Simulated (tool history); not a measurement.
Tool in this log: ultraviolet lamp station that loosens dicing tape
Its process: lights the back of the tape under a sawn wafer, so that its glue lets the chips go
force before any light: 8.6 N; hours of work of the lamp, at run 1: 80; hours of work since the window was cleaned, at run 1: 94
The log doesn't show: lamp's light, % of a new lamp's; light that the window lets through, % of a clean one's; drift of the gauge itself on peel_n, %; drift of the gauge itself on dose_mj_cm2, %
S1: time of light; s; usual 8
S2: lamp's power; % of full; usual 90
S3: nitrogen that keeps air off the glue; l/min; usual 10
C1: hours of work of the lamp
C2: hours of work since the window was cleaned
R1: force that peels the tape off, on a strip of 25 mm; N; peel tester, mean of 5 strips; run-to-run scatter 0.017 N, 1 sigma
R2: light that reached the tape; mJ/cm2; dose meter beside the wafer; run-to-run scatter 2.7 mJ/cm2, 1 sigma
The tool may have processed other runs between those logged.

run 1 hour=0.0 | S1=8 S2=90 S3=10 | C1=80 C2=94 | R1=0.950 R2=333
run 2 hour=10.1 | S1=8 S2=90 S3=10 | C1=84 C2=99 | R1=0.965 R2=325
run 3 hour=19.2 | S1=15 S2=90 S3=10 | C1=89 C2=104 | R1=0.316 R2=620
run 4 hour=27.1 | S1=15 S2=90 S3=10 | C1=93 C2=108 | R1=0.298 R2=615
run 5 hour=32.7 | S1=15 S2=90 S3=10 | C1=95 C2=110 | R1=0.309 R2=619
run 6 hour=41.6 | S1=15 S2=90 S3=10 | C1=100 C2=115 | R1=0.311 R2=621
run 7 hour=52.7 | S1=8 S2=90 S3=10 | C1=105 C2=120 | R1=0.964 R2=329
run 8 hour=59.6 | S1=8 S2=90 S3=10 | C1=109 C2=123 | R1=0.974 R2=325
run 9 hour=71.9 | S1=8 S2=90 S3=10 | C1=115 C2=129 | R1=0.999 R2=325
run 10 hour=82.6 | S1=7 S2=90 S3=10 | C1=120 C2=135 | R1=1.280 R2=283
run 11 hour=91.0 | S1=8 S2=90 S3=10 | C1=124 C2=139 | R1=1.015 R2=324
run 12 hour=100.1 | S1=8 S2=90 S3=10 | C1=128 C2=143 | R1=0.963 R2=321
run 13 hour=109.8 | S1=8 S2=90 S3=10 | C1=133 C2=148 | R1=0.978 R2=321
run 14 hour=116.7 | S1=8 S2=90 S3=10 | C1=137 C2=151 | R1=1.053 R2=322
run 15 hour=125.0 | S1=8 S2=90 S3=7 | C1=141 C2=155 | R1=1.246 R2=317
run 16 hour=130.8 | S1=8 S2=90 S3=10 | C1=143 C2=158 | R1=1.004 R2=321
run 17 hour=138.0 | S1=8 S2=90 S3=10 | C1=147 C2=162 | R1=1.042 R2=322
run 18 hour=147.0 | S1=8 S2=90 S3=10 | C1=151 C2=166 | R1=1.046 R2=320
run 19 hour=156.7 | S1=8 S2=90 S3=10 | C1=156 C2=171 | R1=1.058 R2=318
run 20 hour=167.4 | S1=8 S2=90 S3=10 | C1=161 C2=176 | R1=1.005 R2=317
run 21 hour=178.7 | S1=8 S2=90 S3=10 | C1=167 C2=182 | R1=1.042 R2=318
run 22 hour=188.3 | S1=8 S2=90 S3=10 | C1=171 C2=186 | R1=1.027 R2=312
run 23 hour=196.5 | S1=7 S2=78 S3=3 | C1=175 C2=190 | R1=3.118 R2=236
run 24 hour=202.9 | S1=14 S2=62 S3=3 | C1=179 C2=193 | R1=1.693 R2=378
run 25 hour=208.4 | S1=6 S2=75 S3=6 | C1=181 C2=196 | R1=2.848 R2=194
run 26 hour=213.8 | S1=6 S2=76 S3=6 | C1=184 C2=199 | R1=2.761 R2=198
run 27 hour=221.5 | S1=6 S2=76 S3=6 | C1=188 C2=202 | R1=2.813 R2=195
run 28 hour=230.4 | S1=7 S2=90 S3=14 | C1=192 C2=207 | R1=1.096 R2=275
-- hour=231.4 window cleaned of glue's vapour
run 29 hour=241.3 | S1=14 S2=100 S3=8 | C1=197 C2=5 | R1=0.323 R2=660
run 30 hour=246.4 | S1=15 S2=100 S3=8 | C1=200 C2=7 | R1=0.307 R2=702
run 31 hour=254.3 | S1=8 S2=72 S3=16 | C1=203 C2=11 | R1=1.008 R2=266
run 32 hour=262.5 | S1=8 S2=99 S3=9 | C1=207 C2=15 | R1=0.810 R2=372
run 33 hour=273.8 | S1=8 S2=98 S3=9 | C1=213 C2=21 | R1=0.836 R2=369
run 34 hour=285.1 | S1=4 S2=98 S3=8 | C1=218 C2=26 | R1=2.618 R2=182
run 35 hour=291.7 | S1=4 S2=98 S3=8 | C1=222 C2=29 | R1=2.713 R2=181
run 36 hour=300.8 | S1=4 S2=98 S3=8 | C1=226 C2=34 | R1=2.767 R2=181
run 37 hour=308.4 | S1=8 S2=97 S3=9 | C1=230 C2=38 | R1=0.854 R2=357
run 38 hour=315.1 | S1=8 S2=97 S3=9 | C1=233 C2=41 | R1=0.895 R2=359
run 39 hour=322.1 | S1=4 S2=61 S3=12 | C1=237 C2=44 | R1=3.688 R2=112
run 40 hour=332.4 | S1=8 S2=90 S3=11 | C1=242 C2=49 | R1=0.926 R2=332
run 41 hour=342.1 | S1=8 S2=94 S3=4 | C1=246 C2=54 | R1=1.698 R2=345
run 42 hour=354.6 | S1=14 S2=77 S3=4 | C1=252 C2=60 | R1=0.896 R2=490
run 43 hour=366.6 | S1=14 S2=77 S3=4 | C1=258 C2=66 | R1=0.911 R2=493
run 44 hour=375.0 | S1=10 S2=77 S3=7 | C1=262 C2=70 | R1=1.117 R2=344

Below are 4 alternative next runs, each starting from the tool's condition after run 44. Predict each:
run A hour=386.1 | S1=10 S2=77 S3=7 | C1=268 C2=76 | R1=? R2=?
run B hour=386.1 | S1=10 S2=77 S3=13 | C1=268 C2=76 | R1=? R2=?
run C hour=386.1 | S1=8 S2=93 S3=10 | C1=268 C2=76 | R1=? R2=?
run D hour=386.1 | S1=9 S2=76 S3=6 | C1=268 C2=76 | R1=? R2=?

run=A R1=1.105 R2=346
run=B R1=0.725 R2=349
run=C R1=0.938 R2=333
run=D R1=1.517 R2=309
With no hidden state in the tool, these same runs would have given:
run=A R1=0.937 R2=379
run=B R1=0.608 R2=382
run=C R1=0.790 R2=364
run=D R1=1.309 R2=338

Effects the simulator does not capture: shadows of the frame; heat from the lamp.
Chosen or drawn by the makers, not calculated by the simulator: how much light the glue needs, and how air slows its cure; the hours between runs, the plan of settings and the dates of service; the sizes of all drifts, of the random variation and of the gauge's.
